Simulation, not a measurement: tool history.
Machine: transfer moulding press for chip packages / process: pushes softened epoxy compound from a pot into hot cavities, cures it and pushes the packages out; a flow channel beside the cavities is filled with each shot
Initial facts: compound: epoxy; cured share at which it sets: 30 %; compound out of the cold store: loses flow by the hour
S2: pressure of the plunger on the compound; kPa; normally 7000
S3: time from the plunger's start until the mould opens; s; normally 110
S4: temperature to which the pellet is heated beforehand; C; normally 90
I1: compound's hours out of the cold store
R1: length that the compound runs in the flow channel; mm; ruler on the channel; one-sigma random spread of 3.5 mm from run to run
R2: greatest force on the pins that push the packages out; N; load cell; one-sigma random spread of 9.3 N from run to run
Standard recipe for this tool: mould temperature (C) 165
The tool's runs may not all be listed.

Run 1, hour 0: usual settings; I1 18.4. Result: R1 630 mm, R2 708 N.
Run 2, hour 12.5: usual settings but S4 96 C; I1 31.7. Result: R1 580 mm, R2 741 N.
Run 3, hour 25.4: usual settings but S4 87 C; I1 12.6. Result: R1 641 mm, R2 768 N.
Run 4, hour 38.4: usual settings; I1 9.2. Result: R1 653 mm, R2 783 N.
At hour 48.6: cavities cleaned with cleaning compound and waxed.
Run 5, hour 48.6: usual settings but S3 99 s; I1 36.1. Result: R1 561 mm, R2 431 N.
Run 6, hour 55.7: usual settings but S3 99 s; I1 32.5. Result: R1 574 mm, R2 448 N.
Run 7, hour 71.6: usual settings but S3 99 s; I1 16.9. Result: R1 622 mm, R2 542 N.
Run 8, hour 79.2: usual settings but S3 99 s; I1 10.2. Result: R1 649 mm, R2 559 N.
Run 9, hour 96: usual settings but S3 99 s; I1 38.8. Result: R1 551 mm, R2 609 N.
At hour 99: mould's thermocouples calibrated.
Run 10, hour 113.4: usual settings but S2 7030 kPa; I1 10.2. Result: R1 651 mm, R2 630 N.
Run 11, hour 122.9: usual settings but S2 7030 kPa; I1 17.4. Result: R1 618 mm, R2 653 N.
Run 12, hour 136.7: usual settings but S2 7030 kPa; I1 34.7. Result: R1 562 mm, R2 671 N.
Run 13, hour 143.7: usual settings but S2 7030 kPa; I1 31.3. Result: R1 569 mm, R2 715 N.
Run 14, hour 153.2: usual settings but S3 125 s; I1 8.3. Result: R1 649 mm, R2 706 N.
Run 15, hour 161.1: usual settings but S3 125 s; I1 29. Result: R1 573 mm, R2 726 N.
Run 16, hour 171.6: usual settings but S3 125 s; I1 30.6. Result: R1 564 mm, R2 744 N.
Run 17, hour 183.1: usual settings but mould temperature (C) 167, S3 112 s, S4 81 C; I1 25.7. Result: R1 586 mm, R2 737 N.
At hour 185.9: cavities cleaned with cleaning compound and waxed.
At hour 189.1: mould's thermocouples calibrated, once more.
Run 18, hour 200.8: usual settings but mould temperature (C) 161, S2 5830 kPa, S3 131 s, S4 99 C; I1 45.7. Result: R1 491 mm, R2 486 N.
Run 19, hour 212: usual settings but S2 5810 kPa, S4 89 C; I1 18.5. Result: R1 557 mm, R2 545 N.
Run 20, hour 221.9: usual settings but S3 133 s; I1 28.7. Result: R1 575 mm, R2 538 N.
Run 21, hour 236.9: usual settings but S3 133 s; I1 10.8. Result: R1 643 mm, R2 620 N.
Run 22, hour 251.6: usual settings but mould temperature (C) 170, S3 133 s, S4 86 C; I1 35.6. Result: R1 538 mm, R2 621 N.
Run 23, hour 267.2: usual settings but mould temperature (C) 168, S3 133 s, S4 84 C; I1 35.2. Result: R1 546 mm, R2 648 N.
Run 24, hour 276.9: usual settings but S2 8040 kPa, S3 121 s; I1 26.8. Result: R1 618 mm, R2 694 N.

Consider 3 possible next runs. They are alternatives, not a sequence: every one starts from the tool as it was left by run 24. What does each give?
Run A, hour 286: usual settings but S2 8460 kPa, S3 121 s; I1 13.5. Result: R1 ?, R2 ?.
Run B, hour 286: usual settings but mould temperature (C) 168, S2 8040 kPa, S3 111 s; I1 45. Result: R1 ?, R2 ?.
Run C, hour 286: usual settings but mould temperature (C) 160, S2 8040 kPa, S3 90 s; I1 13.7. Result: R1 ?, R2 ?.

run   R1    R2
  A  682   730
  B  546   708
  C  689  1225
Take away the tool's hidden state, keep each run's random variation, and the runs would have read:
run   R1   R2
  A  729  416
  B  584  407
  C  737  696
